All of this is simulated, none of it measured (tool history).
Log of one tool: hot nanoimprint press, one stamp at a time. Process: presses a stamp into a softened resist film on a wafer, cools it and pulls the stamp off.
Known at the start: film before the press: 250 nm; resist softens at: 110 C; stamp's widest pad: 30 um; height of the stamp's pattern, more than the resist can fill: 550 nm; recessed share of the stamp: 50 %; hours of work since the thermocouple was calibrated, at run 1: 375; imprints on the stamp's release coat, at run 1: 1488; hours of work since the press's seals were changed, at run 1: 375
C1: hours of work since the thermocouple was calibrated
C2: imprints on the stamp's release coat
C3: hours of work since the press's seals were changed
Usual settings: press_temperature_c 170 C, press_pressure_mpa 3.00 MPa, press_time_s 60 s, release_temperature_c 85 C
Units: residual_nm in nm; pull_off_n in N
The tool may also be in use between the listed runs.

{"run": 1, "hour": 0.0, "press_temperature_c": 170, "press_pressure_mpa": 3.0, "press_time_s": 60, "release_temperature_c": 85, "C1": 375, "C2": 1488, "C3": 375, "residual_nm": 132.9, "pull_off_n": 226}
{"run": 2, "hour": 65.2, "press_temperature_c": 170, "press_pressure_mpa": 3.0, "press_time_s": 60, "release_temperature_c": 72, "C1": 409, "C2": 1754, "C3": 409, "residual_nm": 131.7, "pull_off_n": 323}
{"run": 3, "hour": 127.1, "press_temperature_c": 170, "press_pressure_mpa": 3.0, "press_time_s": 60, "release_temperature_c": 72, "C1": 442, "C2": 2007, "C3": 442, "residual_nm": 132.0, "pull_off_n": 321}
{"run": 4, "hour": 205.5, "press_temperature_c": 170, "press_pressure_mpa": 4.79, "press_time_s": 60, "release_temperature_c": 85, "C1": 484, "C2": 2326, "C3": 484, "residual_nm": 104.2, "pull_off_n": 232}
{"hour": 232.1, "done": "stamp cleaned and given a new release coat"}
{"hour": 273.6, "done": "plate thermocouple calibrated"}
{"run": 5, "hour": 281.1, "press_temperature_c": 170, "press_pressure_mpa": 4.79, "press_time_s": 60, "release_temperature_c": 85, "C1": 4, "C2": 188, "C3": 520, "residual_nm": 104.3, "pull_off_n": 229}
{"run": 6, "hour": 357.4, "press_temperature_c": 170, "press_pressure_mpa": 2.9, "press_time_s": 60, "release_temperature_c": 85, "C1": 45, "C2": 499, "C3": 560, "residual_nm": 134.9, "pull_off_n": 233}
{"run": 7, "hour": 417.3, "press_temperature_c": 170, "press_pressure_mpa": 2.9, "press_time_s": 56, "release_temperature_c": 85, "C1": 77, "C2": 743, "C3": 592, "residual_nm": 137.3, "pull_off_n": 230}
{"run": 8, "hour": 492.2, "press_temperature_c": 170, "press_pressure_mpa": 3.0, "press_time_s": 33, "release_temperature_c": 80, "C1": 117, "C2": 1049, "C3": 632, "residual_nm": 158.6, "pull_off_n": 267}
{"run": 9, "hour": 561.9, "press_temperature_c": 177, "press_pressure_mpa": 1.85, "press_time_s": 60, "release_temperature_c": 80, "C1": 154, "C2": 1333, "C3": 669, "residual_nm": 127.5, "pull_off_n": 263}
{"run": 10, "hour": 619.6, "press_temperature_c": 177, "press_pressure_mpa": 1.85, "press_time_s": 60, "release_temperature_c": 80, "C1": 184, "C2": 1568, "C3": 700, "residual_nm": 130.2, "pull_off_n": 269}
{"run": 11, "hour": 667.9, "press_temperature_c": 180, "press_pressure_mpa": 3.52, "press_time_s": 60, "release_temperature_c": 85, "C1": 210, "C2": 1765, "C3": 726, "residual_nm": 80.9, "pull_off_n": 230}
{"run": 12, "hour": 702.6, "press_temperature_c": 171, "press_pressure_mpa": 2.2, "press_time_s": 46, "release_temperature_c": 83, "C1": 229, "C2": 1907, "C3": 744, "residual_nm": 158.3, "pull_off_n": 239}
{"run": 13, "hour": 742.9, "press_temperature_c": 171, "press_pressure_mpa": 2.2, "press_time_s": 46, "release_temperature_c": 83, "C1": 250, "C2": 2071, "C3": 766, "residual_nm": 159.4, "pull_off_n": 244}

Forecast each of these 5 alternatives for the next run:
{"run": "A", "hour": 812.3, "press_temperature_c": 171, "press_pressure_mpa": 2.25, "press_time_s": 46, "release_temperature_c": 83, "C1": 287, "C2": 2354, "C3": 803, "residual_nm": "?", "pull_off_n": "?"}
{"run": "B", "hour": 812.3, "press_temperature_c": 170, "press_pressure_mpa": 4.36, "press_time_s": 114, "release_temperature_c": 85, "C1": 287, "C2": 2354, "C3": 803, "residual_nm": "?", "pull_off_n": "?"}
{"run": "C", "hour": 812.3, "press_temperature_c": 171, "press_pressure_mpa": 3.0, "press_time_s": 56, "release_temperature_c": 72, "C1": 287, "C2": 2354, "C3": 803, "residual_nm": "?", "pull_off_n": "?"}
{"run": "D", "hour": 812.3, "press_temperature_c": 170, "press_pressure_mpa": 3.99, "press_time_s": 60, "release_temperature_c": 85, "C1": 287, "C2": 2354, "C3": 803, "residual_nm": "?", "pull_off_n": "?"}
{"run": "E", "hour": 812.3, "press_temperature_c": 179, "press_pressure_mpa": 1.95, "press_time_s": 60, "release_temperature_c": 85, "C1": 287, "C2": 2354, "C3": 803, "residual_nm": "?", "pull_off_n": "?"}

run=A residual_nm=156.8 pull_off_n=242
run=B residual_nm=87.7 pull_off_n=223
run=C residual_nm=131.2 pull_off_n=318
run=D residual_nm=113.5 pull_off_n=230
run=E residual_nm=116.2 pull_off_n=241
Without the tool's hidden state the same runs would have given:
run=A residual_nm=156.6 pull_off_n=241
run=B residual_nm=87.5 pull_off_n=222
run=C residual_nm=131.0 pull_off_n=315
run=D residual_nm=113.3 pull_off_n=228
run=E residual_nm=116.1 pull_off_n=239

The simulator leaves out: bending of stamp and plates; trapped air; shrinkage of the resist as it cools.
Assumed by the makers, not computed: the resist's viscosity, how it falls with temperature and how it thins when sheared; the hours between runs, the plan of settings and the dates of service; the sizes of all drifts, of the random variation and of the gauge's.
